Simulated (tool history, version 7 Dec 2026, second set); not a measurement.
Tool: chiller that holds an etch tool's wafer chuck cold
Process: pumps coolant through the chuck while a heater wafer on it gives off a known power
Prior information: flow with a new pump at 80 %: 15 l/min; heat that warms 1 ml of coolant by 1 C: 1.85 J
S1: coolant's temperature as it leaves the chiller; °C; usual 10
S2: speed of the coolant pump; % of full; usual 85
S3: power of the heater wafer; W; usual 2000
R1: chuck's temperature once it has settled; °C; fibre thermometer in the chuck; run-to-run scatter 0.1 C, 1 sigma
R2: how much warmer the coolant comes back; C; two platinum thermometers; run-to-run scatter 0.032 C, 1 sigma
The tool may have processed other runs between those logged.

run   hour  S1  S2    S3    R1    R2
  1      0  10  85  2000  31.1  4.19
  2   34.8  10  85  2000  30.8  4.19
  3   91.1  10  85  2000  31.1  4.21
  4  167.9  10  89  2000  30.8  4.03
  5  220.5  10  85  2000  31.2  4.16
  6  260.9  10  85  2000  31.1  4.19
  7  298.9  10  85  2000  31.3  4.15
  8  334.9  10  85  2000  31.3  4.22
  9  376.4  10  63  2000  35.6  5.64
 10  434.7  10  82  2701  39.6  5.91
 11  488.7  12  86  2811  42.3  5.94
 12  555.9  12  73  2645  43.5  6.56
 13    616  12  73  2645  43.6  6.64
 14  674.1  12  73  2645  43.6   6.6
 15    749  12  73  2645    44  6.68
 16  812.9  12  73  2645  44.2  6.61

Taken out of this log: 1 entry between the listed runs. Where each belongs, and how the hidden state differs across it:
Run 10 -> run 11: coolant pump overhauled (hour 446.9)
  heat passed by the chuck's channels, % of clean ones': 88.4 -> 88.2; flow at a given pump speed, % of a new pump's: 96.8 -> 95.2; coolant's true temperature over the reading, C: -0.25 -> -0.26
  measured less the result without the state, R1: +3.4 -> +3.8 °C; R2: +0.19 -> +0.29 C

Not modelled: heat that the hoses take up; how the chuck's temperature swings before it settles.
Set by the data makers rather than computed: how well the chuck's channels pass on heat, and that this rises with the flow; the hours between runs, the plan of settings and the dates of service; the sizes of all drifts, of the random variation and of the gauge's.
